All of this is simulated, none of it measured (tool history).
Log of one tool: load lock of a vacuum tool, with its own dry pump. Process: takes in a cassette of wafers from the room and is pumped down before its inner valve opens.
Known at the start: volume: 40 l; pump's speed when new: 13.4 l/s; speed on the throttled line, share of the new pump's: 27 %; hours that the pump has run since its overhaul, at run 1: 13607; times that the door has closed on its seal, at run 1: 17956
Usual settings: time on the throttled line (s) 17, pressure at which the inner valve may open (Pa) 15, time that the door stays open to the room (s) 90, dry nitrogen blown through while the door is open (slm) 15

run	hour	time on the throttled line (s)	pressure at which the inner valve may open (Pa)	time that the door stays open to the room (s)	dry nitrogen blown through while the door is open (slm)	hours that the pump has run since its overhaul	times that the door has closed on its seal	incoming humidity of the room's air, %	time from the closed door until the inner valve may open (s)	rise of the pressure with all valves shut (Pa/min)
1	0	17	15	90	15	13607	17956	44.2	40.4	0.093
2	159.5	17	15	90	15	13766	18406	41.8	40.9	0.099
3	478.6	17	15	90	15	14086	19307	45.3	41.1	0.107
4	849	17	15	90	15	14456	20352	42.4	41.3	0.117
5	1150.5	17	15	90	15	14757	21203	43.5	41.5	0.118
6	1495.7	17	15	90	15	15103	22177	44.9	40.5	0.125
7	1786.5	17	15	100	15	15393	22998	46.1	41.2	0.135
8	2177.9	17	19	90	15	15785	24103	44.7	40.1	0.139
9	2431.4	17	19	90	15	16038	24818	42.2	39.8	0.139
10	2610.7	17	15	90	15	16218	25324	45.7	41.6	0.147
11	2986.2	17	15	90	15	16593	26384	44.4	42	0.152
12	3146.9	17	15	90	15	16754	26838	47.8	41.3	0.158
13	3328.1	17	15	90	15	16935	27349	47.8	41.3	0.163
14	3537.7	17	15	90	15	17145	27941	45.8	41.6	0.167
15	3826.5	17	15	90	15	17433	28756	45	42.4	0.17
16	4070.8	17	15	90	20	17678	29445	43.6	41	0.166
17	4357.7	17	15	90	5	17965	30255	44	41.7	0.189
18	4688.2	17	15	90	5	18295	31188	43.3	41.6	0.19
# hour 4838.8: door's seal changed, seat wiped
19	5032.7	17	15	90	15	18638	547	45.4	41.6	0.046
20	5400.4	17	15	90	15	19006	1585	44.3	41.4	0.04
21	5629.8	9	15	60	15	19235	2232	41.7	35.9	0.034
22	5910.8	30	15	139	15	19516	3025	44.4	50.9	0.058
23	6292.1	17	15	27	8	19897	4101	41.5	41.9	0.031
24	6549.2	17	15	112	15	20155	4827	48.7	41.9	0.061
# hour 6630.7: dry pump taken out, an overhauled one fitted
25	6818	18	15	112	5	187	5569	46.7	39.4	0.076
26	7200.5	17	15	51	16	570	6649	47.1	39.2	0.041
27	7496.2	17	15	51	20	866	7483	44.5	38.9	0.04
28	7861.8	15	15	90	8	1231	8515	46.1	37.6	0.069
29	8041.5	17	15	42	15	1411	9022	47.4	38.8	0.056
30	8408	17	18	90	7	1777	10057	45.5	38.3	0.075
31	8794	24	15	90	15	2163	11146	45.6	44.7	0.069
32	9178.1	15	15	90	11	2547	12230	44.4	37.5	0.08
33	9486.4	15	15	90	11	2856	13100	45.3	38.5	0.08
34	9863.1	17	15	90	4	3232	14164	42.8	39.2	0.091
35	10092.2	17	15	58	8	3462	14810	47.1	38.8	0.083
36	10325.5	20	13	79	8	3695	15469	46.9	42.4	0.094
37	10545	14	13	79	18	3914	16088	45.2	37.3	0.091
38	10830.3	9	19	28	15	4200	16894	45.5	32.7	0.076

Hidden state or all else? Some run-to-run changes of time from the closed door until the inner valve may open (s), split into what the settings, what came in and random variation would give without the hidden state, and what is left for the hidden state (with any gauge scatter that isn't in both results):
The hidden state here: pump's speed, % of a new pump's; leak at the door's seal, Pa l/s; drift of the gauge itself on ready_s, %; drift of the gauge itself on rise_pa_min, %.
Run 21 -> 22: time on the throttled line (s) 9 -> 30, time that the door stays open to the room (s) 60 -> 139. time from the closed door until the inner valve may open (s) +15: hidden state -0.8, all else +15.8.
Run 22 -> 23: time on the throttled line (s) 30 -> 17, time that the door stays open to the room (s) 139 -> 27, dry nitrogen blown through while the door is open (slm) 15 -> 8. time from the closed door until the inner valve may open (s) -9: hidden state +0.5, all else -9.5.
Run 24 -> 25: time on the throttled line (s) 17 -> 18, dry nitrogen blown through while the door is open (slm) 15 -> 5, dry pump taken out, an overhauled one fitted. time from the closed door until the inner valve may open (s) -2.5: hidden state -3.2, all else +0.7.
Run 31 -> 32: time on the throttled line (s) 24 -> 15, dry nitrogen blown through while the door is open (slm) 15 -> 11. time from the closed door until the inner valve may open (s) -7.2: hidden state +0.1, all else -7.3.
